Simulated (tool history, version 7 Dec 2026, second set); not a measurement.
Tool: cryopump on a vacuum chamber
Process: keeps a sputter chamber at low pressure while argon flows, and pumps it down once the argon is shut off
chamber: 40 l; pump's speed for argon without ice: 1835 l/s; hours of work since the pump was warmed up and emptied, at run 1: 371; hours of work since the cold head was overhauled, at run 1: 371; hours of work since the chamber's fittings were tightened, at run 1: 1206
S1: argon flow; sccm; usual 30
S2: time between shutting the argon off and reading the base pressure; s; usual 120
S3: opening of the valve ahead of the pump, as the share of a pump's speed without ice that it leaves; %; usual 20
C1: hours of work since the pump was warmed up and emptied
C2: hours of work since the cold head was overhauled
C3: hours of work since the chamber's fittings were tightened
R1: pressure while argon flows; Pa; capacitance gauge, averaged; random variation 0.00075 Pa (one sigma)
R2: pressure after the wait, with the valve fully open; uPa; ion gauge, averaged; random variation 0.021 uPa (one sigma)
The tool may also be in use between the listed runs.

run	day	S1	S2	S3	C1	C2	C3	R1	R2
1	0.000	30	120	20	371	371	1206	0.1422	1.37
2	0.312	30	120	20	377	377	1212	0.1423	1.37
3	0.621	30	64	20	383	383	1218	0.1434	1.60
4	1.200	30	25	20	394	394	1230	0.1431	2.50
5	1.662	30	70	20	403	403	1238	0.1430	1.61
6	1.954	53	120	20	409	409	1244	0.2557	1.40
7	2.462	18	120	20	419	419	1254	0.0869	1.36
8	3.096	18	120	20	431	431	1266	0.0874	1.36
9	3.754	27	120	20	444	444	1279	0.1305	1.43
10	4.050	27	120	27	449	449	1285	0.0981	1.44
11	4.638	27	120	27	461	461	1296	0.0970	1.50
12	5.150	27	120	27	471	471	1306	0.0984	1.50
13	5.492	17	119	23	477	477	1313	0.0713	1.42
14	6.167	38	29	59	490	490	1326	0.0686	2.48
15	6.696	38	29	59	501	501	1336	0.0682	2.51
16	7.333	36	120	18	513	513	1348	0.1935	1.48
17	7.688	37	42	15	520	520	1355	0.2372	2.03
18	8.317	37	42	15	532	532	1367	0.2382	2.08
19	8.662	56	22	15	539	539	1374	0.3603	2.92
20	9.062	43	285	45	546	546	1381	0.0995	1.34
21	9.538	43	285	45	555	555	1391	0.0995	1.39

4 ways to go on from here, each from the tool as it stands after run 21. What would each give?
A	9.858	55	164	20	562	562	1397	?	?
B	9.858	15	120	25	562	562	1397	?	?
C	9.858	12	74	25	562	562	1397	?	?
D	9.858	20	178	20	562	562	1397	?	?

run	R1	R2
A	0.2683	1.49
B	0.0591	1.59
C	0.0471	1.75
D	0.0993	1.43
Without the tool's hidden state the same runs would have given:
run	R1	R2
A	0.2532	0.40
B	0.0550	0.48
C	0.0438	0.65
D	0.0938	0.32

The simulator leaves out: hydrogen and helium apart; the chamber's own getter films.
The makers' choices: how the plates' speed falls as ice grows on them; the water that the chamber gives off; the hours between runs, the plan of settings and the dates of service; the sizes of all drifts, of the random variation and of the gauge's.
